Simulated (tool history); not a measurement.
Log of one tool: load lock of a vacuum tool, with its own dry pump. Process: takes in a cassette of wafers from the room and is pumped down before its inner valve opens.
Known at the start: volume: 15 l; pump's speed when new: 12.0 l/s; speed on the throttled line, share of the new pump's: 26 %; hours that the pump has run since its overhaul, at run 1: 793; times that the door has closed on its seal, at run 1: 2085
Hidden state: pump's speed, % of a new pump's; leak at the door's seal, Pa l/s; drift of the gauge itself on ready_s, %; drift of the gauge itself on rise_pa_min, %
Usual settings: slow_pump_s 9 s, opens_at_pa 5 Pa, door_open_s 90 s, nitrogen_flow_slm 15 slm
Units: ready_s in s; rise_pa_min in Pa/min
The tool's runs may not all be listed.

| run | day | slow_pump_s | opens_at_pa | door_open_s | nitrogen_flow_slm | hours that the pump has run since its overhaul | times that the door has closed on its seal | incoming humidity of the room's air, % | ready_s | rise_pa_min |
|---|---|---|---|---|---|---|---|---|---|---|
| 1 | 0 | 9 | 5 | 90 | 15 | 793 | 2085 | 45.9 | 19.2 | 0.062 |
| 2 | 4.983 | 9 | 5 | 90 | 15 | 913 | 2330 | 46.3 | 19.2 | 0.06 |
| 3 | 9.292 | 9 | 5 | 90 | 15 | 1016 | 2542 | 46.2 | 18.9 | 0.058 |
| 4 | 12.142 | 9 | 5 | 90 | 6 | 1085 | 2682 | 43.7 | 19.5 | 0.089 |
| 5 | 18.071 | 9 | 5 | 90 | 15 | 1227 | 2974 | 40.8 | 19.3 | 0.06 |
| 6 | 23.683 | 9 | 5 | 90 | 15 | 1362 | 3250 | 43.7 | 19.1 | 0.058 |
| 7 | 28.038 | 9 | 5 | 90 | 15 | 1466 | 3465 | 42.9 | 19.6 | 0.062 |
| 8 | 31.367 | 9 | 5 | 90 | 15 | 1546 | 3628 | 44.7 | 19 | 0.063 |
| 9 | 34.267 | 4 | 5 | 90 | 5 | 1616 | 3771 | 40.6 | 15.9 | 0.085 |

Forecast run 10:
| 10 | 39.712 | 5 | 5 | 90 | 22 | 1747 | 4039 | 46.6 | ? | ? |

{"run 10": {"ready_s": 16.6, "rise_pa_min": 0.058}}
Without the tool's hidden state the same run would have given ready_s 16.6 s, rise_pa_min 0.058 Pa/min.

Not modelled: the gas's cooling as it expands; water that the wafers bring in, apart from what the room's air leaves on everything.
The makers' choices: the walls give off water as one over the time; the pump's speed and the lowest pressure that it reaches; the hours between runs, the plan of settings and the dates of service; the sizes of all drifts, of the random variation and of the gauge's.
